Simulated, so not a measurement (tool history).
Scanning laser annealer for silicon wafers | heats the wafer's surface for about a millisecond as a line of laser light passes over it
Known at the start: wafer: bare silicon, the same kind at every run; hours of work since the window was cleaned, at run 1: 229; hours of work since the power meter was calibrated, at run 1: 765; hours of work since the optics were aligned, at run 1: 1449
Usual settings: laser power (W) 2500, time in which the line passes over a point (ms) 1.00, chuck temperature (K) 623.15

| run | hour | laser power (W) | time in which the line passes over a point (ms) | chuck temperature (K) | hours of work since the window was cleaned | hours of work since the power meter was calibrated | hours of work since the optics were aligned | highest temperature of the surface (K) |
|---|---|---|---|---|---|---|---|---|
| 1 | 0.0 | 2500 | 1.00 | 623.15 | 229 | 765 | 1449 | 1332.15 |
| 2 | 32.4 | 2524 | 1.00 | 623.15 | 243 | 779 | 1463 | 1339.15 |
| 3 | 57.3 | 2524 | 1.00 | 623.15 | 254 | 790 | 1474 | 1339.15 |
| 4 | 91.3 | 2548 | 1.00 | 623.15 | 269 | 805 | 1489 | 1345.15 |
| 5 | 111.9 | 2500 | 1.00 | 606.15 | 278 | 814 | 1498 | 1315.15 |
| 6 | 136.0 | 2500 | 1.04 | 606.15 | 289 | 825 | 1509 | 1325.15 |
| 7 | 165.5 | 2299 | 1.00 | 623.15 | 302 | 838 | 1522 | 1258.15 |
| 8 | 197.8 | 2500 | 1.00 | 623.15 | 316 | 852 | 1536 | 1328.15 |
| 9 | 233.8 | 2500 | 1.00 | 623.15 | 332 | 868 | 1552 | 1326.15 |
| 10 | 266.8 | 2500 | 1.00 | 623.15 | 346 | 883 | 1566 | 1325.15 |
| 11 | 297.4 | 2500 | 1.00 | 623.15 | 360 | 896 | 1580 | 1325.15 |
| 12 | 316.6 | 2500 | 1.00 | 623.15 | 368 | 905 | 1588 | 1323.15 |
| 13 | 354.0 | 2500 | 1.00 | 623.15 | 385 | 921 | 1605 | 1322.15 |
| 14 | 375.0 | 2137 | 1.00 | 623.15 | 394 | 930 | 1614 | 1201.15 |
| 15 | 399.4 | 2137 | 1.00 | 623.15 | 405 | 941 | 1625 | 1200.15 |
| 16 | 434.2 | 2425 | 1.00 | 623.15 | 420 | 956 | 1640 | 1299.15 |
| 17 | 475.9 | 2425 | 1.00 | 616.15 | 438 | 975 | 1658 | 1286.15 |
| 18 | 510.7 | 2500 | 1.00 | 642.15 | 454 | 990 | 1674 | 1336.15 |
|  | 516.8 | laser's power meter calibrated |
| 19 | 541.3 | 2500 | 1.00 | 600.15 | 466 | 11 | 1686 | 1292.15 |
| 20 | 578.9 | 2500 | 1.00 | 623.15 | 482 | 27 | 1702 | 1316.15 |

The next listed run, before its measurement:
| 21 | 601.2 | 2500 | 1.00 | 623.15 | 492 | 37 | 1712 | ? |

highest temperature of the surface (K): 1312.15
Without the tool's hidden state the same run would have given highest temperature of the surface (K) 1355.15.
